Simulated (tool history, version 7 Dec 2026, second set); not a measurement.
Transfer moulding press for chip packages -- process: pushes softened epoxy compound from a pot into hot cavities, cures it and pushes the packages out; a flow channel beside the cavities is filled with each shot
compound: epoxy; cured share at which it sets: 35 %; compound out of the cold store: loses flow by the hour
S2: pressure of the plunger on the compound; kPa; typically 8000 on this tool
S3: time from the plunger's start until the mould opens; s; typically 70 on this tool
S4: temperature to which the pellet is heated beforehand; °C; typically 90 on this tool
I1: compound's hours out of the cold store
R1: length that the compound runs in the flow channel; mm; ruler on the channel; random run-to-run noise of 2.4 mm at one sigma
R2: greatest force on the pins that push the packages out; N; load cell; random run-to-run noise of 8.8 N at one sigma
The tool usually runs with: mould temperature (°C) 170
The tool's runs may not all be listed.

{"run": 1, "hour": 0.0, "mould temperature (°C)": 170, "S2": 8000, "S3": 70, "S4": 90, "I1": 17.3, "R1": 954, "R2": 719}
{"hour": 15.8, "done": "plunger's sealing rings changed"}
{"run": 2, "hour": 31.0, "mould temperature (°C)": 170, "S2": 8000, "S3": 70, "S4": 90, "I1": 31.0, "R1": 906, "R2": 822}
{"hour": 49.1, "done": "cavities cleaned with cleaning compound and waxed"}
{"run": 3, "hour": 62.0, "mould temperature (°C)": 170, "S2": 8000, "S3": 70, "S4": 90, "I1": 19.1, "R1": 974, "R2": 579}
{"run": 4, "hour": 78.0, "mould temperature (°C)": 170, "S2": 8000, "S3": 70, "S4": 90, "I1": 21.0, "R1": 960, "R2": 678}
{"run": 5, "hour": 106.3, "mould temperature (°C)": 170, "S2": 8000, "S3": 70, "S4": 90, "I1": 20.6, "R1": 961, "R2": 844}
{"run": 6, "hour": 121.5, "mould temperature (°C)": 170, "S2": 8000, "S3": 70, "S4": 90, "I1": 38.2, "R1": 861, "R2": 830}
{"hour": 128.1, "done": "cavities cleaned with cleaning compound and waxed"}
{"run": 7, "hour": 149.4, "mould temperature (°C)": 170, "S2": 8000, "S3": 70, "S4": 90, "I1": 16.3, "R1": 980, "R2": 629}
{"run": 8, "hour": 179.3, "mould temperature (°C)": 170, "S2": 6860, "S3": 70, "S4": 90, "I1": 37.9, "R1": 794, "R2": 788}
{"run": 9, "hour": 197.1, "mould temperature (°C)": 170, "S2": 6860, "S3": 70, "S4": 84, "I1": 31.0, "R1": 824, "R2": 849}
{"hour": 206.6, "done": "cavities cleaned with cleaning compound and waxed"}
{"run": 10, "hour": 227.4, "mould temperature (°C)": 170, "S2": 8000, "S3": 70, "S4": 90, "I1": 8.4, "R1": 1020, "R2": 663}
{"run": 11, "hour": 242.5, "mould temperature (°C)": 170, "S2": 8000, "S3": 98, "S4": 90, "I1": 10.8, "R1": 1001, "R2": 615}
{"run": 12, "hour": 256.5, "mould temperature (°C)": 170, "S2": 7270, "S3": 70, "S4": 90, "I1": 10.1, "R1": 967, "R2": 801}
{"run": 13, "hour": 281.0, "mould temperature (°C)": 170, "S2": 8000, "S3": 70, "S4": 92, "I1": 44.7, "R1": 809, "R2": 819}
{"hour": 284.9, "done": "cavities cleaned with cleaning compound and waxed"}
{"run": 14, "hour": 297.0, "mould temperature (°C)": 170, "S2": 8000, "S3": 70, "S4": 92, "I1": 21.2, "R1": 935, "R2": 520}
{"hour": 309.9, "done": "plunger's sealing rings changed"}
{"run": 15, "hour": 316.0, "mould temperature (°C)": 170, "S2": 8000, "S3": 70, "S4": 92, "I1": 31.3, "R1": 902, "R2": 659}
{"run": 16, "hour": 339.4, "mould temperature (°C)": 170, "S2": 6100, "S3": 107, "S4": 93, "I1": 35.0, "R1": 769, "R2": 705}
{"run": 17, "hour": 351.8, "mould temperature (°C)": 170, "S2": 6100, "S3": 107, "S4": 93, "I1": 23.4, "R1": 826, "R2": 679}
{"hour": 366.1, "done": "cavities cleaned with cleaning compound and waxed"}
{"run": 18, "hour": 377.4, "mould temperature (°C)": 170, "S2": 8000, "S3": 58, "S4": 90, "I1": 21.3, "R1": 949, "R2": 750}
{"run": 19, "hour": 406.1, "mould temperature (°C)": 162, "S2": 7280, "S3": 84, "S4": 99, "I1": 22.5, "R1": 920, "R2": 829}
{"run": 20, "hour": 427.6, "mould temperature (°C)": 162, "S2": 7280, "S3": 84, "S4": 99, "I1": 44.0, "R1": 805, "R2": 832}
{"hour": 444.4, "done": "cavities cleaned with cleaning compound and waxed"}
{"run": 21, "hour": 445.7, "mould temperature (°C)": 164, "S2": 8000, "S3": 70, "S4": 90, "I1": 21.0, "R1": 963, "R2": 558}
{"run": 22, "hour": 461.0, "mould temperature (°C)": 164, "S2": 8000, "S3": 70, "S4": 90, "I1": 16.8, "R1": 990, "R2": 813}
{"run": 23, "hour": 483.5, "mould temperature (°C)": 164, "S2": 8000, "S3": 90, "S4": 89, "I1": 33.7, "R1": 884, "R2": 721}
{"run": 24, "hour": 510.3, "mould temperature (°C)": 164, "S2": 8740, "S3": 88, "S4": 95, "I1": 18.6, "R1": 1012, "R2": 808}
{"hour": 522.6, "done": "cavities cleaned with cleaning compound and waxed"}
{"run": 25, "hour": 538.7, "mould temperature (°C)": 164, "S2": 8740, "S3": 88, "S4": 95, "I1": 11.3, "R1": 1056, "R2": 560}
{"run": 26, "hour": 559.0, "mould temperature (°C)": 170, "S2": 7380, "S3": 56, "S4": 90, "I1": 21.9, "R1": 893, "R2": 1089}
{"run": 27, "hour": 579.8, "mould temperature (°C)": 170, "S2": 7380, "S3": 56, "S4": 90, "I1": 14.5, "R1": 931, "R2": 1265}
{"hour": 603.1, "done": "plunger's sealing rings changed"}
{"hour": 604.6, "done": "cavities cleaned with cleaning compound and waxed"}
{"run": 28, "hour": 604.6, "mould temperature (°C)": 170, "S2": 7090, "S3": 70, "S4": 86, "I1": 23.7, "R1": 891, "R2": 381}

Below are 3 alternative next runs, each starting from the tool's condition after run 28. Predict each:
{"run": "A", "hour": 631.5, "mould temperature (°C)": 173, "S2": 6350, "S3": 70, "S4": 86, "I1": 37.6, "R1": "?", "R2": "?"}
{"run": "B", "hour": 631.5, "mould temperature (°C)": 170, "S2": 7200, "S3": 52, "S4": 85, "I1": 45.8, "R1": "?", "R2": "?"}
{"run": "C", "hour": 631.5, "mould temperature (°C)": 170, "S2": 7650, "S3": 70, "S4": 86, "I1": 15.1, "R1": "?", "R2": "?"}

run=A R1=769 R2=600
run=B R1=785 R2=1076
run=C R1=973 R2=681
Without the tool's unlogged condition, the same runs would have read:
run=A R1=774 R2=346
run=B R1=790 R2=634
run=C R1=979 R2=396

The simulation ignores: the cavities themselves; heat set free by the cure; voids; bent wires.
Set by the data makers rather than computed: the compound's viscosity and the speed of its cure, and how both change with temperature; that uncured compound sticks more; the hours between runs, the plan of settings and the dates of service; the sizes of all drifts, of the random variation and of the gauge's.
